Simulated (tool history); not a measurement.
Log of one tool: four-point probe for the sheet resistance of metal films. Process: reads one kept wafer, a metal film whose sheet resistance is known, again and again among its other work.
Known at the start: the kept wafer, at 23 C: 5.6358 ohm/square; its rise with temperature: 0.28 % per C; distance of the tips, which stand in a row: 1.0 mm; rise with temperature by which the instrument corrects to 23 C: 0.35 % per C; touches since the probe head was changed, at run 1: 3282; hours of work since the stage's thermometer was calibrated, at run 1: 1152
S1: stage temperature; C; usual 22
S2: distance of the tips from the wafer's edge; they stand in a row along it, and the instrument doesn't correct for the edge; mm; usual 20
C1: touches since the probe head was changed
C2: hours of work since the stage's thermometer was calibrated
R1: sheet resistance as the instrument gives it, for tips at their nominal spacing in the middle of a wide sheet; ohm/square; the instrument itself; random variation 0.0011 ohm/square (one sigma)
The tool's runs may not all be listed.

| run | hour | S1 | S2 | C1 | C2 | R1 |
|---|---|---|---|---|---|---|
| 1 | 0.0 | 22 | 20 | 3282 | 1152 | 5.647408 |
| 2 | 10.9 | 22 | 20 | 3546 | 1157 | 5.648031 |
| 3 | 21.2 | 22 | 20 | 3796 | 1162 | 5.647338 |
| 4 | 35.2 | 22 | 20 | 4134 | 1169 | 5.647475 |
| 5 | 49.4 | 22 | 20 | 4479 | 1176 | 5.647007 |
| 6 | 56.2 | 22 | 20 | 4642 | 1179 | 5.648362 |
| 7 | 69.1 | 22 | 20 | 4957 | 1186 | 5.647681 |
| 8 | 81.2 | 19 | 6 | 5248 | 1191 | 5.737789 |
| 9 | 93.0 | 30 | 22 | 5534 | 1197 | 5.613973 |
| 10 | 100.2 | 19 | 19 | 5710 | 1201 | 5.659499 |
| 11 | 115.3 | 30 | 44 | 6074 | 1208 | 5.608982 |

5 ways to go on from here, each from the tool as it stands after run 11. What would each give?
| A | 129.8 | 31 | 44 | 6427 | 1215 | ? |
| B | 129.8 | 30 | 68 | 6427 | 1215 | ? |
| C | 129.8 | 18 | 26 | 6427 | 1215 | ? |
| D | 129.8 | 21 | 41 | 6427 | 1215 | ? |
| E | 129.8 | 22 | 3 | 6427 | 1215 | ? |

| run | R1 |
|---|---|
| A | 5.604429 |
| B | 5.609171 |
| C | 5.659380 |
| D | 5.646473 |
| E | 5.956247 |
Without the tool's hidden state the same runs would have given:
| run | R1 |
|---|---|
| A | 5.604518 |
| B | 5.609260 |
| C | 5.659468 |
| D | 5.646561 |
| E | 5.956340 |
